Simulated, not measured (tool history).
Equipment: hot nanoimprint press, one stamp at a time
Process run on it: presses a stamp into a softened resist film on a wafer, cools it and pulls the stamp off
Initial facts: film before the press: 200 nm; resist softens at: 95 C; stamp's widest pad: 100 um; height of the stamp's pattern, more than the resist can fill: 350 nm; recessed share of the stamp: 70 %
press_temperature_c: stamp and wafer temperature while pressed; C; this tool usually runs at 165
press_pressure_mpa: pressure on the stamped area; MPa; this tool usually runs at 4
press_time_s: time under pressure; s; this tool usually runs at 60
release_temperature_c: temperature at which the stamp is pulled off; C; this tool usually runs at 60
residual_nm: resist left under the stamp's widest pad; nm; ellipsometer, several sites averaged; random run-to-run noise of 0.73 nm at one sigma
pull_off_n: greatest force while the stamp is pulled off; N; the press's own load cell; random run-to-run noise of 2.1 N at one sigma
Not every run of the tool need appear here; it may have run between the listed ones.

| run | hour | press_temperature_c | press_pressure_mpa | press_time_s | release_temperature_c | residual_nm | pull_off_n |
|---|---|---|---|---|---|---|---|
| 1 | 0 | 165 | 4 | 60 | 60 | 85.3 | 114 |
|  | 60.8 | stamp cleaned and given a new release coat |
| 2 | 66.8 | 165 | 4 | 60 | 60 | 86.1 | 94 |
| 3 | 129.6 | 165 | 4 | 60 | 60 | 85.1 | 97 |
| 4 | 167.9 | 165 | 4 | 60 | 60 | 84.9 | 97 |
| 5 | 233.7 | 165 | 4 | 60 | 60 | 84.1 | 107 |
| 6 | 282.6 | 165 | 4 | 60 | 60 | 84.5 | 111 |
|  | 322.8 | stamp cleaned and given a new release coat |
| 7 | 349.3 | 165 | 4 | 60 | 60 | 83.9 | 92 |
| 8 | 427.2 | 165 | 2.85 | 60 | 60 | 96.1 | 98 |
| 9 | 476.1 | 165 | 2.85 | 60 | 60 | 97.4 | 105 |
| 10 | 520.3 | 165 | 2.85 | 60 | 60 | 96.5 | 107 |
|  | 583 | stamp cleaned and given a new release coat |
| 11 | 599.8 | 165 | 2.85 | 60 | 60 | 95.1 | 92 |
|  | 606.5 | plate thermocouple calibrated |
| 12 | 674.6 | 165 | 2.85 | 60 | 60 | 90.4 | 96 |
| 13 | 735.5 | 165 | 4 | 60 | 60 | 75.7 | 101 |
|  | 807.5 | plate thermocouple calibrated, once more |
| 14 | 808.3 | 165 | 4 | 60 | 60 | 90.4 | 112 |
|  | 850.5 | stamp cleaned and given a new release coat |
| 15 | 883.7 | 177 | 4 | 60 | 60 | 51.8 | 98 |
| 16 | 953.6 | 177 | 4 | 60 | 60 | 51.6 | 103 |
| 17 | 989 | 177 | 4 | 86 | 60 | 45.6 | 110 |
|  | 1029.4 | press's hydraulic seals changed and the load cell set to zero |
| 18 | 1042.6 | 177 | 4 | 86 | 60 | 44 | 108 |
| 19 | 1103.5 | 177 | 5.7 | 35 | 67 | 53.3 | 99 |

Predict the results of run 20:
|  | 1124.1 | stamp cleaned and given a new release coat |
| 20 | 1146.3 | 177 | 5.31 | 36 | 66 | ? | ? |

residual_nm: 53.4 nm
pull_off_n: 87 N
Were there no unlogged condition in the tool, this run, its random variation unchanged, would have produced residual_nm 54.5 nm, pull_off_n 86 N.
